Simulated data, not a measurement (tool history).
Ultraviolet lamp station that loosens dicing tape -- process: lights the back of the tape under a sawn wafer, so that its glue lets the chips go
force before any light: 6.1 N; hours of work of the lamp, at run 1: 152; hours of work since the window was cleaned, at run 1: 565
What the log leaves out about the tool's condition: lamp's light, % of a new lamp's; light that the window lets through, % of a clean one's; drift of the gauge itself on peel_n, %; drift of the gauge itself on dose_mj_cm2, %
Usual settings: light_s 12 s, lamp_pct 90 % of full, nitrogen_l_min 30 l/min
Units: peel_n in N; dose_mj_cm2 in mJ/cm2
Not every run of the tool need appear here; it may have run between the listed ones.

| run | day | light_s | lamp_pct | nitrogen_l_min | hours of work of the lamp | hours of work since the window was cleaned | peel_n | dose_mj_cm2 |
|---|---|---|---|---|---|---|---|---|
| 1 | 0.000 | 12 | 90 | 30 | 152 | 565 | 0.446 | 284 |
| 2 | 0.304 | 12 | 90 | 30 | 155 | 568 | 0.468 | 284 |
| 3 | 0.742 | 12 | 90 | 26 | 159 | 573 | 0.512 | 283 |
| 4 | 1.204 | 12 | 90 | 30 | 164 | 578 | 0.461 | 282 |
| 5 | 1.871 | 12 | 90 | 15 | 171 | 584 | 0.793 | 278 |
| 6 | 2.188 | 12 | 90 | 15 | 174 | 588 | 0.841 | 280 |
| 7 | 2.783 | 12 | 90 | 15 | 180 | 594 | 0.806 | 277 |
| 8 | 3.271 | 12 | 90 | 15 | 185 | 599 | 0.822 | 279 |
| 9 | 3.954 | 12 | 90 | 15 | 192 | 606 | 0.836 | 275 |
| 10 | 4.571 | 12 | 90 | 15 | 198 | 612 | 0.836 | 275 |
| 11 | 5.121 | 9 | 90 | 30 | 204 | 618 | 0.891 | 207 |
| 12 | 5.700 | 9 | 68 | 30 | 210 | 623 | 1.407 | 153 |
| 13 | 5.988 | 12 | 90 | 30 | 213 | 626 | 0.486 | 273 |
| 14 | 6.688 | 12 | 90 | 30 | 220 | 634 | 0.492 | 266 |
| 15 | 7.062 | 12 | 90 | 30 | 224 | 637 | 0.507 | 268 |
| 16 | 7.521 | 12 | 90 | 45 | 228 | 642 | 0.358 | 272 |
| 17 | 7.975 | 12 | 90 | 21 | 233 | 647 | 0.684 | 271 |
| 18 | 8.404 | 12 | 90 | 21 | 237 | 651 | 0.647 | 274 |
| 19 | 8.958 | 12 | 90 | 21 | 243 | 657 | 0.696 | 268 |
| 20 | 9.492 | 12 | 78 | 30 | 248 | 662 | 0.670 | 232 |
| 21 | 9.958 | 12 | 78 | 30 | 253 | 667 | 0.681 | 235 |
| 22 | 10.304 | 12 | 90 | 30 | 257 | 670 | 0.500 | 268 |
|  | 10.654 | window cleaned of glue's vapour |
| 23 | 11.017 | 12 | 90 | 30 | 264 | 4 | 0.401 | 300 |
| 24 | 11.400 | 12 | 70 | 38 | 268 | 8 | 0.575 | 239 |
| 25 | 11.708 | 21 | 93 | 23 | 271 | 11 | 0.142 | 532 |
| 26 | 12.150 | 21 | 93 | 9 | 275 | 15 | 0.319 | 534 |
| 27 | 12.621 | 12 | 90 | 20 | 280 | 20 | 0.572 | 298 |
| 28 | 13.196 | 6 | 88 | 15 | 286 | 26 | 2.136 | 146 |
| 29 | 13.762 | 13 | 93 | 58 | 292 | 32 | 0.201 | 332 |
| 30 | 14.058 | 18 | 64 | 35 | 295 | 35 | 0.321 | 313 |
| 31 | 14.562 | 10 | 83 | 26 | 300 | 40 | 0.808 | 224 |
| 32 | 15.004 | 10 | 83 | 26 | 305 | 44 | 0.797 | 226 |
| 33 | 15.629 | 12 | 66 | 36 | 311 | 51 | 0.686 | 215 |
| 34 | 16.046 | 12 | 66 | 36 | 315 | 55 | 0.701 | 211 |
| 35 | 16.625 | 10 | 66 | 57 | 321 | 61 | 0.767 | 176 |
| 36 | 17.033 | 10 | 66 | 57 | 325 | 65 | 0.754 | 179 |
| 37 | 17.392 | 20 | 90 | 38 | 329 | 69 | 0.128 | 480 |
| 38 | 17.917 | 13 | 90 | 10 | 334 | 74 | 0.865 | 314 |
| 39 | 18.362 | 17 | 64 | 25 | 339 | 79 | 0.500 | 292 |
| 40 | 18.979 | 13 | 63 | 10 | 345 | 85 | 1.551 | 218 |
| 41 | 19.662 | 13 | 63 | 10 | 352 | 92 | 1.555 | 214 |
| 42 | 20.346 | 13 | 65 | 10 | 359 | 99 | 1.496 | 220 |
| 43 | 21.021 | 22 | 83 | 16 | 366 | 106 | 0.250 | 473 |

Hidden state at the last listed run before each entry between runs and at the first one after, where it differs:
Between runs 22 and 23: window cleaned of glue's vapour (day 10.654)
  lamp's light, % of a new lamp's: 91 -> 90.8; light that the window lets through, % of a clean one's: 88.1 -> 99.5
  measured minus no-state result, peel_n: +0.192 -> +0.082 N; dose_mj_cm2: -65 -> -32 mJ/cm2

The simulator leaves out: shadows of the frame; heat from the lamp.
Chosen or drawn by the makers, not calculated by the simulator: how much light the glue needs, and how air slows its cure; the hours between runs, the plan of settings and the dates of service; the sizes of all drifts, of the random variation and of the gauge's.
